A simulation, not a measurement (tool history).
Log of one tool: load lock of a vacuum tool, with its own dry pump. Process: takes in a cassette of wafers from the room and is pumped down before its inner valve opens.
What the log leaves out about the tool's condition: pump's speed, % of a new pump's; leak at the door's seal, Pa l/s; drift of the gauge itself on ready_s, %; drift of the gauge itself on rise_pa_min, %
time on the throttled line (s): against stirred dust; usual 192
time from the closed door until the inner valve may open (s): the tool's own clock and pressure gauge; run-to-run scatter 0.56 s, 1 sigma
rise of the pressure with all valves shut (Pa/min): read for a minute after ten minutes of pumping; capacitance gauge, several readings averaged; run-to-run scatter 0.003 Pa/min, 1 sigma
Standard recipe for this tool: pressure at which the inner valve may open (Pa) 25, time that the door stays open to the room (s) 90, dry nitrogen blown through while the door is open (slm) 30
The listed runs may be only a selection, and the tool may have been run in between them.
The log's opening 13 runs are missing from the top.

run,hour,time on the throttled line (s),pressure at which the inner valve may open (Pa),time that the door stays open to the room (s),dry nitrogen blown through while the door is open (slm),hours that the pump has run since its overhaul,times that the door has closed on its seal,"incoming humidity of the room's air, %",time from the closed door until the inner valve may open (s),rise of the pressure with all valves shut (Pa/min)
14,5312.8,192,25,90,30,14507,23344,44.5,245.5,0.037
15,5739.7,192,25,90,30,14933,24720,47.2,246.1,0.037
16,6027.9,133,25,90,30,15222,25649,48.9,193.5,0.035
17,6462.7,133,25,90,30,15656,27051,42.0,193.4,0.033
18,6797.2,133,25,90,30,15991,28129,48.3,193.5,0.041
19,7201.0,133,19,90,30,16395,29430,44.8,195.7,0.035
20,7533.1,133,19,90,30,16727,30501,46.9,196.6,0.043
21,7919.9,133,19,152,34,17114,31747,41.6,195.8,0.040
22,8241.2,206,22,90,30,17435,32783,46.0,257.9,0.034
23,8793.0,214,25,157,30,17987,34562,43.6,264.7,0.044
24,9071.4,214,25,157,30,18265,35459,45.5,265.1,0.044
25,9613.4,114,25,157,30,18807,37206,45.1,177.2,0.049
26,10139.7,192,46,91,5,19333,38902,43.4,239.6,0.054
27,10732.5,360,46,91,5,19926,40813,43.6,387.9,0.057
28,11292.6,175,46,91,5,20486,42618,44.1,224.4,0.051

Run 29, settings as shown, results not yet in. Your forecast:
29,11641.2,175,46,91,5,20835,43742,47.1,?,?

time from the closed door until the inner valve may open (s): 225.2
rise of the pressure with all valves shut (Pa/min): 0.061
The same run, on a tool lacking any hidden state, would have yielded time from the closed door until the inner valve may open (s) 225.2, rise of the pressure with all valves shut (Pa/min) 0.061.
